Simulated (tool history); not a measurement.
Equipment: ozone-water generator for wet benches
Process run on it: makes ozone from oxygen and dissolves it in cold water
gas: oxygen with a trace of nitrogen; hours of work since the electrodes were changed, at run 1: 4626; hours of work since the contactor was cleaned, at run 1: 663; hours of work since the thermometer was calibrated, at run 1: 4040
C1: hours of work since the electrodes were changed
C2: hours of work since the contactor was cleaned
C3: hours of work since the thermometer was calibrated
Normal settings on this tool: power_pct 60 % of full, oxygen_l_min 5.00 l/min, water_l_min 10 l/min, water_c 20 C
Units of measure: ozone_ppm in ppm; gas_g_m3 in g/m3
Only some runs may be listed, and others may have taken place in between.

run 1 hour=0.0 | power_pct=60 oxygen_l_min=5.00 water_l_min=10 water_c=20 | C1=4626 C2=663 C3=4040 | ozone_ppm=34.8 gas_g_m3=246.0
run 2 hour=97.4 | power_pct=60 oxygen_l_min=6.23 water_l_min=10 water_c=20 | C1=4698 C2=736 C3=4112 | ozone_ppm=34.7 gas_g_m3=229.8
-- hour=188.9 water thermometer calibrated
run 3 hour=229.3 | power_pct=60 oxygen_l_min=5.00 water_l_min=6 water_c=20 | C1=4796 C2=833 C3=30 | ozone_ppm=44.8 gas_g_m3=251.3
run 4 hour=345.4 | power_pct=60 oxygen_l_min=5.00 water_l_min=10 water_c=13 | C1=4882 C2=919 C3=116 | ozone_ppm=39.7 gas_g_m3=250.5
run 5 hour=501.5 | power_pct=60 oxygen_l_min=5.00 water_l_min=10 water_c=13 | C1=4998 C2=1035 C3=232 | ozone_ppm=40.0 gas_g_m3=249.0
run 6 hour=622.7 | power_pct=60 oxygen_l_min=5.00 water_l_min=10 water_c=20 | C1=5088 C2=1125 C3=322 | ozone_ppm=34.4 gas_g_m3=250.7
run 7 hour=719.9 | power_pct=60 oxygen_l_min=5.00 water_l_min=10 water_c=20 | C1=5160 C2=1197 C3=394 | ozone_ppm=34.7 gas_g_m3=248.2
run 8 hour=815.3 | power_pct=60 oxygen_l_min=5.00 water_l_min=10 water_c=23 | C1=5231 C2=1268 C3=465 | ozone_ppm=32.4 gas_g_m3=250.9
run 9 hour=952.2 | power_pct=60 oxygen_l_min=5.00 water_l_min=10 water_c=23 | C1=5332 C2=1370 C3=567 | ozone_ppm=32.6 gas_g_m3=253.2
run 10 hour=1104.1 | power_pct=60 oxygen_l_min=3.27 water_l_min=10 water_c=20 | C1=5445 C2=1483 C3=679 | ozone_ppm=33.4 gas_g_m3=290.4
run 11 hour=1191.0 | power_pct=60 oxygen_l_min=5.00 water_l_min=10 water_c=20 | C1=5510 C2=1547 C3=744 | ozone_ppm=34.6 gas_g_m3=249.6
run 12 hour=1333.9 | power_pct=60 oxygen_l_min=5.00 water_l_min=8 water_c=20 | C1=5616 C2=1653 C3=850 | ozone_ppm=39.2 gas_g_m3=248.2
run 13 hour=1455.5 | power_pct=60 oxygen_l_min=5.00 water_l_min=10 water_c=20 | C1=5706 C2=1743 C3=940 | ozone_ppm=34.4 gas_g_m3=252.5
run 14 hour=1562.3 | power_pct=60 oxygen_l_min=5.00 water_l_min=10 water_c=20 | C1=5785 C2=1823 C3=1020 | ozone_ppm=34.7 gas_g_m3=252.0
run 15 hour=1641.7 | power_pct=60 oxygen_l_min=5.00 water_l_min=10 water_c=20 | C1=5844 C2=1882 C3=1079 | ozone_ppm=35.2 gas_g_m3=251.9
run 16 hour=1741.6 | power_pct=60 oxygen_l_min=5.00 water_l_min=14 water_c=19 | C1=5918 C2=1956 C3=1153 | ozone_ppm=28.6 gas_g_m3=252.2
run 17 hour=1900.2 | power_pct=52 oxygen_l_min=5.00 water_l_min=15 water_c=15 | C1=6036 C2=2074 C3=1270 | ozone_ppm=26.8 gas_g_m3=230.4
run 18 hour=2024.6 | power_pct=52 oxygen_l_min=5.00 water_l_min=10 water_c=15 | C1=6128 C2=2166 C3=1363 | ozone_ppm=34.9 gas_g_m3=232.9
run 19 hour=2157.1 | power_pct=52 oxygen_l_min=5.00 water_l_min=10 water_c=15 | C1=6227 C2=2264 C3=1461 | ozone_ppm=34.8 gas_g_m3=232.1
run 20 hour=2264.8 | power_pct=46 oxygen_l_min=5.00 water_l_min=10 water_c=23 | C1=6307 C2=2344 C3=1541 | ozone_ppm=27.5 gas_g_m3=216.4
run 21 hour=2384.8 | power_pct=46 oxygen_l_min=5.00 water_l_min=10 water_c=23 | C1=6396 C2=2433 C3=1630 | ozone_ppm=27.7 gas_g_m3=214.7
run 22 hour=2455.2 | power_pct=63 oxygen_l_min=4.38 water_l_min=14 water_c=23 | C1=6448 C2=2486 C3=1682 | ozone_ppm=27.0 gas_g_m3=273.7
run 23 hour=2567.1 | power_pct=60 oxygen_l_min=5.00 water_l_min=10 water_c=15 | C1=6531 C2=2569 C3=1765 | ozone_ppm=38.2 gas_g_m3=253.3
run 24 hour=2639.4 | power_pct=97 oxygen_l_min=6.10 water_l_min=7 water_c=18 | C1=6585 C2=2622 C3=1819 | ozone_ppm=57.5 gas_g_m3=318.7
run 25 hour=2730.3 | power_pct=56 oxygen_l_min=6.10 water_l_min=14 water_c=19 | C1=6652 C2=2690 C3=1887 | ozone_ppm=27.7 gas_g_m3=226.1
run 26 hour=2827.2 | power_pct=71 oxygen_l_min=2.96 water_l_min=9 water_c=23 | C1=6724 C2=2762 C3=1959 | ozone_ppm=37.0 gas_g_m3=337.5
run 27 hour=2905.9 | power_pct=73 oxygen_l_min=8.91 water_l_min=10 water_c=26 | C1=6783 C2=2820 C3=2017 | ozone_ppm=33.1 gas_g_m3=235.1
run 28 hour=2995.2 | power_pct=53 oxygen_l_min=4.01 water_l_min=10 water_c=20 | C1=6849 C2=2886 C3=2083 | ozone_ppm=31.5 gas_g_m3=254.4

Below are 3 alternative next runs, each starting from the tool's condition after run 28. Predict each:
-- hour=3089.0 gauge calibrated
run A hour=3127.7 | power_pct=65 oxygen_l_min=5.00 water_l_min=9 water_c=22 | C1=6947 C2=2985 C3=2182 | ozone_ppm=? gas_g_m3=?
-- hour=3089.0 gauge calibrated
run B hour=3127.7 | power_pct=60 oxygen_l_min=8.59 water_l_min=10 water_c=20 | C1=6947 C2=2985 C3=2182 | ozone_ppm=? gas_g_m3=?
-- hour=3089.0 gauge calibrated
run C hour=3127.7 | power_pct=53 oxygen_l_min=4.30 water_l_min=10 water_c=20 | C1=6947 C2=2985 C3=2182 | ozone_ppm=? gas_g_m3=?

run=A ozone_ppm=36.9 gas_g_m3=262.1
run=B ozone_ppm=33.8 gas_g_m3=205.4
run=C ozone_ppm=31.8 gas_g_m3=240.8
Take away the tool's hidden state, keep each run's random variation, and the runs would have read:
run=A ozone_ppm=37.0 gas_g_m3=262.4
run=B ozone_ppm=33.9 gas_g_m3=205.5
run=C ozone_ppm=31.8 gas_g_m3=241.0

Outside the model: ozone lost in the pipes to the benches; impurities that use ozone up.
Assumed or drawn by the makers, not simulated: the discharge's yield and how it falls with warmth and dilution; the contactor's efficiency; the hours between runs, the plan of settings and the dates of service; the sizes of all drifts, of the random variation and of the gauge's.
